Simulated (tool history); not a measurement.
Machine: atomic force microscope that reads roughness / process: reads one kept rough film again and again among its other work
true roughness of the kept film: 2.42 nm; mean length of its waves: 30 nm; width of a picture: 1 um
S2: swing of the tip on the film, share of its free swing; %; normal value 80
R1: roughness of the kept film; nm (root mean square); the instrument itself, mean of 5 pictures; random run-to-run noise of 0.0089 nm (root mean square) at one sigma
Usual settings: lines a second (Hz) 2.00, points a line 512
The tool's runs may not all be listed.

Run 1, day 0.000: usual settings. Result: R1 1.716 nm (root mean square).
At day 2.208: new tip fitted.
Run 2, day 2.208: usual settings. Result: R1 1.989 nm (root mean square).
Run 3, day 4.408: usual settings. Result: R1 1.902 nm (root mean square).
Run 4, day 6.600: usual settings. Result: R1 1.802 nm (root mean square).
Run 5, day 9.758: usual settings but S2 78 %. Result: R1 1.714 nm (root mean square).
At day 12.121: new tip fitted.
Run 6, day 12.121: usual settings but S2 78 %. Result: R1 2.041 nm (root mean square).
Run 7, day 15.496: usual settings. Result: R1 1.849 nm (root mean square).
Run 8, day 18.825: usual settings. Result: R1 1.744 nm (root mean square).
Run 9, day 21.038: usual settings. Result: R1 1.665 nm (root mean square).
At day 21.996: new tip fitted.
Run 10, day 23.708: usual settings. Result: R1 1.911 nm (root mean square).
Run 11, day 26.488: usual settings. Result: R1 1.819 nm (root mean square).
Run 12, day 27.875: usual settings. Result: R1 1.735 nm (root mean square).
Run 13, day 30.175: usual settings. Result: R1 1.659 nm (root mean square).
At day 31.925: new tip fitted.
Run 14, day 32.483: usual settings but S2 71 %. Result: R1 2.051 nm (root mean square).
Run 15, day 33.983: usual settings but S2 78 %. Result: R1 1.917 nm (root mean square).
Run 16, day 36.400: usual settings but S2 78 %. Result: R1 1.811 nm (root mean square).
Run 17, day 39.262: usual settings but S2 78 %, points a line 275. Result: R1 1.692 nm (root mean square).
At day 41.708: new tip fitted.
Run 18, day 41.908: usual settings but S2 78 %, points a line 275. Result: R1 2.013 nm (root mean square).
Run 19, day 44.800: usual settings but S2 78 %, points a line 275. Result: R1 1.888 nm (root mean square).
Run 20, day 47.488: usual settings but S2 78 %, points a line 275. Result: R1 1.760 nm (root mean square).
Run 21, day 50.854: usual settings but points a line 313. Result: R1 1.645 nm (root mean square).
At day 51.575: new tip fitted.
Run 22, day 52.950: usual settings but points a line 313. Result: R1 1.944 nm (root mean square).
Run 23, day 54.733: usual settings but S2 79 %. Result: R1 1.898 nm (root mean square).
At day 56.962: height scale calibrated on a step standard.
Run 24, day 57.992: usual settings but S2 79 %. Result: R1 1.729 nm (root mean square).
Run 25, day 59.417: usual settings. Result: R1 1.685 nm (root mean square).
At day 61.517: new tip fitted.
Run 26, day 62.729: usual settings. Result: R1 1.921 nm (root mean square).
Run 27, day 65.362: usual settings but lines a second (Hz) 2.22. Result: R1 1.793 nm (root mean square).
Run 28, day 68.096: usual settings but lines a second (Hz) 1.80, S2 65 %, points a line 921. Result: R1 1.803 nm (root mean square).
Run 29, day 70.025: usual settings but lines a second (Hz) 1.80, S2 65 %, points a line 921. Result: R1 1.748 nm (root mean square).
At day 71.371: new tip fitted.
Run 30, day 72.154: usual settings but lines a second (Hz) 1.80, S2 65 %, points a line 921. Result: R1 2.067 nm (root mean square).
Run 31, day 73.617: usual settings but lines a second (Hz) 1.80, S2 65 %, points a line 920. Result: R1 2.004 nm (root mean square).
Run 32, day 75.704: usual settings but lines a second (Hz) 1.80, S2 65 %, points a line 920. Result: R1 1.905 nm (root mean square).
Run 33, day 77.808: usual settings but lines a second (Hz) 1.80, S2 65 %, points a line 920. Result: R1 1.816 nm (root mean square).
Run 34, day 79.950: usual settings but lines a second (Hz) 1.80, S2 65 %, points a line 920. Result: R1 1.762 nm (root mean square).
At day 81.196: new tip fitted.
Run 35, day 82.925: usual settings but lines a second (Hz) 1.05, S2 59 %, points a line 877. Result: R1 2.081 nm (root mean square).
Run 36, day 86.329: usual settings but lines a second (Hz) 2.84, S2 58 %, points a line 820. Result: R1 1.871 nm (root mean square).
Run 37, day 87.771: usual settings but points a line 662. Result: R1 1.701 nm (root mean square).
Run 38, day 89.546: usual settings but points a line 662. Result: R1 1.643 nm (root mean square).
At day 91.079: new tip fitted.
Run 39, day 91.408: usual settings but lines a second (Hz) 0.83, S2 76 %, points a line 765. Result: R1 2.121 nm (root mean square).
Run 40, day 93.783: usual settings but lines a second (Hz) 0.83, S2 76 %, points a line 765. Result: R1 1.981 nm (root mean square).
Run 41, day 96.638: usual settings but lines a second (Hz) 0.73, points a line 411. Result: R1 1.853 nm (root mean square).
Run 42, day 99.833: usual settings but lines a second (Hz) 0.78, S2 76 %, points a line 567. Result: R1 1.735 nm (root mean square).
At day 100.975: new tip fitted.
Run 43, day 101.962: usual settings but lines a second (Hz) 3.12, S2 61 %, points a line 720. Result: R1 2.052 nm (root mean square).
Run 44, day 104.842: usual settings but lines a second (Hz) 0.54, S2 62 %. Result: R1 1.988 nm (root mean square).
Run 45, day 107.808: usual settings but lines a second (Hz) 0.54, S2 65 %, points a line 331. Result: R1 1.861 nm (root mean square).
Run 46, day 109.317: usual settings but lines a second (Hz) 2.18, S2 73 %, points a line 520. Result: R1 1.726 nm (root mean square).
At day 110.788: new tip fitted.
Run 47, day 111.108: usual settings but points a line 614. Result: R1 2.007 nm (root mean square).
Run 48, day 112.775: usual settings but lines a second (Hz) 2.04, S2 69 %, points a line 881. Result: R1 2.022 nm (root mean square).
Run 49, day 116.067: usual settings but lines a second (Hz) 2.99, S2 65 %, points a line 886. Result: R1 1.838 nm (root mean square).
Run 50, day 118.867: usual settings but lines a second (Hz) 3.09, S2 84 %, points a line 257. Result: R1 1.536 nm (root mean square).

Each row is a separate what-if for the run after 50, all from the same tool condition, not one after another. Results?
At day 120.558: new tip fitted.
Run A, day 121.250: usual settings but lines a second (Hz) 3.09, S2 82 %, points a line 545. Result: R1 ?.
At day 120.558: new tip fitted.
Run B, day 121.250: usual settings but S2 58 %. Result: R1 ?.
At day 120.558: new tip fitted.
Run C, day 121.250: usual settings but lines a second (Hz) 0.76, S2 62 %, points a line 513. Result: R1 ?.
At day 120.558: new tip fitted.
Run D, day 121.250: usual settings but lines a second (Hz) 0.88, S2 74 %, points a line 257. Result: R1 ?.

run     R1
  A  1.877
  B  2.130
  C  2.141
  D  2.092
With no hidden state in the tool, these same runs would have given:
run     R1
  A  1.872
  B  2.125
  C  2.135
  D  2.086

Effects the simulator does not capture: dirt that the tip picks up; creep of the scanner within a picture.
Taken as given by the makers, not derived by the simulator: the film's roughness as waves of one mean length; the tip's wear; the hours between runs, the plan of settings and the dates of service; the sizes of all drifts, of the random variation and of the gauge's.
